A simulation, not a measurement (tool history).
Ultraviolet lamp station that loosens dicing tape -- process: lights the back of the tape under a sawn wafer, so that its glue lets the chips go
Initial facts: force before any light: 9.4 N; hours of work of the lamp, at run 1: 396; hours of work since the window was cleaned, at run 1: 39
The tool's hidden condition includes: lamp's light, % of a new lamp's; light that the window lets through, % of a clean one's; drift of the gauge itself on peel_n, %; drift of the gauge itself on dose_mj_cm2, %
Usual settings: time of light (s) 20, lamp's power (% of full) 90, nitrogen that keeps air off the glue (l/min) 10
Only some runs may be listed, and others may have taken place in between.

run     day  time of light (s)  lamp's power (% of full)  nitrogen that keeps air off the glue (l/min)  hours of work of the lamp  hours of work since the window was cleaned  force that peels the tape off (N)  light that reached the tape (mJ/cm²)
  1       0                 20                        90                                            10                        396                                          39                              0.609                                   229
  2   1.008                 20                        90                                            10                        408                                          50                              0.625                                   226
  3   2.275                 15                        90                                            10                        422                                          64                              1.107                                   168
  4   3.942                 15                        90                                            10                        441                                          83                              1.158                                   162
  5   5.146                 15                        90                                            10                        454                                          96                              1.109                                   167
  6   6.392                 22                        90                                            10                        468                                         110                               0.56                                   243
  7   7.646                 30                        70                                            18                        482                                         124                              0.344                                   256
  8   8.879                 35                        76                                            10                        496                                         138                              0.356                                   317
  9   9.867                 15                        70                                            13                        507                                         149                              1.538                                   128
 10  11.754                 14                        66                                             5                        528                                         170                              3.109                                   108
 11   13.45                 10                        66                                            19                        547                                         189                              2.587                                    78
 12  15.254                 10                        71                                             7                        567                                         210                              3.668                                    83

5 options for the next run, each taken on its own from the tool as it stands now. Forecast them:
  A  16.738                 26                        62                                             7                        584                                         226                                  ?                                     ?
  B  16.738                 20                        79                                             5                        584                                         226                                  ?                                     ?
  C  16.738                 26                        78                                             8                        584                                         226                                  ?                                     ?
  D  16.738                 10                        90                                            10                        584                                         226                                  ?                                     ?
  E  16.738                 39                        99                                             5                        584                                         226                                  ?                                     ?

run  force that peels the tape off (N)  light that reached the tape (mJ/cm²)
  A                              1.214                                   187
  B                              1.568                                   184
  C                              0.711                                   236
  D                              2.421                                   101
  E                              0.326                                   445
The same runs, with their run-to-run variation unchanged, on a tool lacking any hidden condition would have given:
run  force that peels the tape off (N)  light that reached the tape (mJ/cm²)
  A                              0.837                                   228
  B                              1.114                                   224
  C                              0.484                                   287
  D                              1.829                                   124
  E                              0.271                                   543
